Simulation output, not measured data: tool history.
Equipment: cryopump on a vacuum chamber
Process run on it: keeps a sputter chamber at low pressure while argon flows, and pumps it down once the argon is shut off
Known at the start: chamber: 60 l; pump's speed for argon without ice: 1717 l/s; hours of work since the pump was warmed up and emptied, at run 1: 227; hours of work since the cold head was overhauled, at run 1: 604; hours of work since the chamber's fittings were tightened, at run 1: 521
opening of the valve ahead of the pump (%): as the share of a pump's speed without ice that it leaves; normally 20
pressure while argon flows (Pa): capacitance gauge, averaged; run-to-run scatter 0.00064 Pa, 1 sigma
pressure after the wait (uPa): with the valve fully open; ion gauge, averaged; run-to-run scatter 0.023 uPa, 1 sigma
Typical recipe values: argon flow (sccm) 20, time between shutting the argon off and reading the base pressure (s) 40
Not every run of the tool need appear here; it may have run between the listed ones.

| run | hour | argon flow (sccm) | time between shutting the argon off and reading the base pressure (s) | opening of the valve ahead of the pump (%) | hours of work since the pump was warmed up and emptied | hours of work since the cold head was overhauled | hours of work since the chamber's fittings were tightened | pressure while argon flows (Pa) | pressure after the wait (uPa) |
|---|---|---|---|---|---|---|---|---|---|
| 1 | 0 | 20 | 40 | 20 | 227 | 604 | 521 | 0.1033 | 1.13 |
| 2 | 73.3 | 20 | 40 | 20 | 276 | 653 | 570 | 0.1045 | 1.26 |
| 3 | 133.1 | 20 | 40 | 20 | 315 | 693 | 609 | 0.1059 | 1.28 |
|  | 164.1 | pump warmed up, emptied and cooled again |
| 4 | 187.4 | 23 | 40 | 20 | 15 | 725 | 642 | 0.1144 | 1.1 |
| 5 | 228.7 | 28 | 40 | 20 | 43 | 752 | 669 | 0.1396 | 1.14 |
| 6 | 260.2 | 28 | 40 | 20 | 64 | 773 | 690 | 0.1405 | 1.17 |
| 7 | 319.4 | 28 | 40 | 20 | 103 | 812 | 729 | 0.1405 | 1.19 |
| 8 | 387.6 | 28 | 40 | 46 | 148 | 858 | 774 | 0.0644 | 1.27 |
| 9 | 427.7 | 28 | 40 | 46 | 174 | 884 | 801 | 0.0649 | 1.33 |
| 10 | 471 | 28 | 40 | 46 | 203 | 913 | 830 | 0.0651 | 1.34 |
| 11 | 521 | 28 | 40 | 46 | 236 | 946 | 863 | 0.0662 | 1.4 |
| 12 | 597.5 | 20 | 40 | 20 | 287 | 996 | 913 | 0.1056 | 1.45 |
| 13 | 648.2 | 20 | 40 | 41 | 320 | 1030 | 947 | 0.0557 | 1.51 |
|  | 672.9 | pump warmed up, emptied and cooled again |
| 14 | 697.7 | 20 | 135 | 20 | 16 | 1059 | 976 | 0.0989 | 0.87 |
| 15 | 742.8 | 20 | 135 | 20 | 46 | 1089 | 1006 | 0.0996 | 0.9 |
| 16 | 818.7 | 20 | 135 | 20 | 96 | 1139 | 1056 | 0.1004 | 1 |
| 17 | 852 | 20 | 121 | 20 | 119 | 1162 | 1078 | 0.1019 | 1.01 |
| 18 | 890.5 | 20 | 121 | 20 | 144 | 1187 | 1104 | 0.1008 | 1.11 |
| 19 | 922.5 | 9 | 238 | 27 | 165 | 1208 | 1125 | 0.0342 | 1.06 |
| 20 | 964.2 | 19 | 20 | 19 | 193 | 1236 | 1153 | 0.1022 | 2.15 |
| 21 | 1034.3 | 11 | 40 | 19 | 239 | 1282 | 1199 | 0.0603 | 1.59 |
| 22 | 1085.3 | 14 | 40 | 43 | 273 | 1316 | 1233 | 0.0361 | 1.69 |
| 23 | 1134.9 | 33 | 42 | 16 | 306 | 1349 | 1266 | 0.2155 | 1.7 |
|  | 1182.1 | pump warmed up, emptied and cooled again |
| 24 | 1210.5 | 9 | 42 | 16 | 19 | 1395 | 1312 | 0.056 | 1.43 |
| 25 | 1288 | 28 | 39 | 53 | 70 | 1447 | 1364 | 0.0547 | 1.56 |
| 26 | 1355.7 | 18 | 146 | 15 | 115 | 1491 | 1408 | 0.1206 | 1.22 |
| 27 | 1411.8 | 34 | 163 | 15 | 152 | 1529 | 1445 | 0.229 | 1.27 |
| 28 | 1447 | 34 | 163 | 15 | 175 | 1552 | 1469 | 0.23 | 1.26 |
| 29 | 1481.8 | 23 | 40 | 29 | 198 | 1575 | 1492 | 0.0817 | 1.79 |
| 30 | 1542.1 | 10 | 199 | 20 | 238 | 1615 | 1532 | 0.0525 | 1.35 |
| 31 | 1596.8 | 11 | 68 | 57 | 274 | 1651 | 1568 | 0.0223 | 1.62 |
| 32 | 1671.1 | 11 | 68 | 57 | 324 | 1700 | 1617 | 0.0233 | 1.85 |
|  | 1691.4 | pump warmed up, emptied and cooled again |
| 33 | 1750.9 | 11 | 68 | 57 | 39 | 1750 | 1667 | 0.0197 | 1.47 |
| 34 | 1815.3 | 35 | 68 | 57 | 82 | 1792 | 1709 | 0.0637 | 1.58 |
| 35 | 1891.4 | 20 | 63 | 23 | 132 | 1843 | 1760 | 0.087 | 1.6 |

Hidden condition of the tool, last listed run before each entry between runs versus first listed run after:
After run 3, before run 4: pump warmed up, emptied and cooled again (hour 164.1)
  pump's speed, % of a pump's without ice: 72.2 -> 97.8; cold plate's temperature, K: 12.33 -> 12.34; leak into the chamber, uPa l/s: 878 -> 908
  the result without the hidden state subtracted from the measured one, pressure while argon flows (Pa): +0.0077 -> +0.0007; pressure after the wait (uPa): +0.53 -> +0.37
After run 13, before run 14: pump warmed up, emptied and cooled again (hour 672.9)
  pump's speed, % of a pump's without ice: 72.5 -> 98.2; cold plate's temperature, K: 12.47 -> 12.48; leak into the chamber, uPa l/s: 1181 -> 1204
  the result without the hidden state subtracted from the measured one, pressure while argon flows (Pa): +0.0076 -> +0.0006; pressure after the wait (uPa): +0.77 -> +0.53
After run 23, before run 24: pump warmed up, emptied and cooled again (hour 1182.1)
  pump's speed, % of a pump's without ice: 74.5 -> 98.1; cold plate's temperature, K: 12.59 -> 12.61; leak into the chamber, uPa l/s: 1455 -> 1499
  the result without the hidden state subtracted from the measured one, pressure while argon flows (Pa): +0.0117 -> +0.0003; pressure after the wait (uPa): +0.97 -> +0.73
After run 32, before run 33: pump warmed up, emptied and cooled again (hour 1691.4)
  pump's speed, % of a pump's without ice: 73.1 -> 96.6; cold plate's temperature, K: 12.74 -> 12.76; leak into the chamber, uPa l/s: 1771 -> 1815
  the result without the hidden state subtracted from the measured one, pressure while argon flows (Pa): +0.0042 -> +0.0005; pressure after the wait (uPa): +1.3 -> +0.95

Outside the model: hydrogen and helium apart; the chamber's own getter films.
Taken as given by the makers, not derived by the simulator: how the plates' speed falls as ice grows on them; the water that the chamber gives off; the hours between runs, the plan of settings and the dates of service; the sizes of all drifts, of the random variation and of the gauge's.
